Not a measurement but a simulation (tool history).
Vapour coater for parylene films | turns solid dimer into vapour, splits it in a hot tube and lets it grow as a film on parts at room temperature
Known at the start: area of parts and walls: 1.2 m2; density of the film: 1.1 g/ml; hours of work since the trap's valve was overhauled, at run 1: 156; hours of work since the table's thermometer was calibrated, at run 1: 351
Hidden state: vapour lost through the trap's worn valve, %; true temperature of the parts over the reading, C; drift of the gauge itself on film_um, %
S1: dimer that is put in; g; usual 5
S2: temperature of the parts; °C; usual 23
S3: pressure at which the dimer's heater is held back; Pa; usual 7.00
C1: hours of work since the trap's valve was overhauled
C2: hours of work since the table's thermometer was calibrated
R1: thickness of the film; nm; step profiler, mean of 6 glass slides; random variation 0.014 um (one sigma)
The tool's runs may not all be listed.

run 1 day=0.000 | S1=5 S2=23 S3=7.00 | C1=156 C2=351 | R1=2340
run 2 day=0.408 | S1=5 S2=23 S3=7.00 | C1=163 C2=358 | R1=2370
run 3 day=0.833 | S1=5 S2=23 S3=7.00 | C1=170 C2=365 | R1=2370
run 4 day=1.792 | S1=5 S2=23 S3=7.00 | C1=186 C2=382 | R1=2360
run 5 day=2.454 | S1=5 S2=23 S3=7.00 | C1=197 C2=393 | R1=2360
run 6 day=3.196 | S1=5 S2=23 S3=7.00 | C1=210 C2=406 | R1=2360
run 7 day=3.854 | S1=5 S2=23 S3=7.00 | C1=221 C2=417 | R1=2360
run 8 day=4.650 | S1=5 S2=23 S3=7.00 | C1=235 C2=431 | R1=2350
run 9 day=5.446 | S1=8 S2=23 S3=7.00 | C1=249 C2=444 | R1=3730
run 10 day=6.167 | S1=5 S2=23 S3=7.00 | C1=261 C2=457 | R1=2340
run 11 day=6.633 | S1=2 S2=23 S3=7.00 | C1=269 C2=465 | R1=940
run 12 day=7.571 | S1=2 S2=23 S3=7.00 | C1=285 C2=481 | R1=920
run 13 day=7.996 | S1=2 S2=23 S3=7.00 | C1=292 C2=488 | R1=950
run 14 day=8.654 | S1=5 S2=23 S3=7.00 | C1=303 C2=499 | R1=2340
run 15 day=9.242 | S1=5 S2=23 S3=7.00 | C1=313 C2=509 | R1=2360
run 16 day=9.658 | S1=5 S2=23 S3=7.00 | C1=321 C2=516 | R1=2380
run 17 day=10.204 | S1=5 S2=23 S3=7.00 | C1=330 C2=526 | R1=2350
run 18 day=11.033 | S1=5 S2=23 S3=7.00 | C1=344 C2=540 | R1=2330
run 19 day=11.538 | S1=5 S2=23 S3=7.00 | C1=353 C2=548 | R1=2370
run 20 day=12.292 | S1=5 S2=23 S3=7.00 | C1=366 C2=561 | R1=2360
run 21 day=12.692 | S1=5 S2=23 S3=7.00 | C1=372 C2=568 | R1=2340
run 22 day=13.238 | S1=5 S2=23 S3=11.54 | C1=382 C2=577 | R1=2220
run 23 day=13.833 | S1=5 S2=23 S3=11.54 | C1=392 C2=588 | R1=2200
run 24 day=14.354 | S1=5 S2=23 S3=11.54 | C1=401 C2=596 | R1=2200
run 25 day=15.196 | S1=4 S2=19 S3=2.19 | C1=415 C2=611 | R1=2550
run 26 day=15.642 | S1=8 S2=23 S3=10.05 | C1=423 C2=618 | R1=3590
run 27 day=16.479 | S1=3 S2=17 S3=4.72 | C1=437 C2=633 | R1=1860
run 28 day=17.133 | S1=3 S2=17 S3=4.72 | C1=448 C2=644 | R1=1870
run 29 day=17.712 | S1=8 S2=17 S3=4.72 | C1=458 C2=654 | R1=4960
-- day=18.525 trap's valve overhauled
run 30 day=18.525 | S1=5 S2=31 S3=7.00 | C1=0 C2=665 | R1=1730
run 31 day=19.079 | S1=5 S2=23 S3=4.49 | C1=9 C2=674 | R1=2520
run 32 day=20.008 | S1=3 S2=18 S3=2.67 | C1=25 C2=690 | R1=1910
run 33 day=20.792 | S1=3 S2=18 S3=2.67 | C1=39 C2=704 | R1=1920
run 34 day=21.458 | S1=3 S2=30 S3=2.09 | C1=50 C2=715 | R1=1270
run 35 day=22.088 | S1=3 S2=30 S3=2.09 | C1=61 C2=726 | R1=1260
run 36 day=22.546 | S1=3 S2=30 S3=2.09 | C1=69 C2=734 | R1=1260
run 37 day=23.421 | S1=3 S2=19 S3=7.00 | C1=84 C2=749 | R1=1630
run 38 day=23.858 | S1=3 S2=21 S3=3.44 | C1=91 C2=756 | R1=1660
run 39 day=24.692 | S1=4 S2=25 S3=7.00 | C1=105 C2=770 | R1=1750
run 40 day=25.104 | S1=3 S2=20 S3=7.00 | C1=112 C2=777 | R1=1590
run 41 day=25.771 | S1=5 S2=26 S3=2.38 | C1=124 C2=789 | R1=2420
run 42 day=26.421 | S1=5 S2=26 S3=2.38 | C1=135 C2=800 | R1=2420
run 43 day=26.938 | S1=7 S2=25 S3=7.00 | C1=144 C2=809 | R1=3040
run 44 day=27.575 | S1=7 S2=25 S3=7.00 | C1=155 C2=819 | R1=3080
run 45 day=28.079 | S1=7 S2=25 S3=7.00 | C1=163 C2=828 | R1=3050

How the hidden state differs across the entries between the runs, from the last listed run before each to the first after it:
Between runs 29 and 30: trap's valve overhauled (day 18.525)
  vapour lost through the trap's worn valve, %: 0.3 -> 0
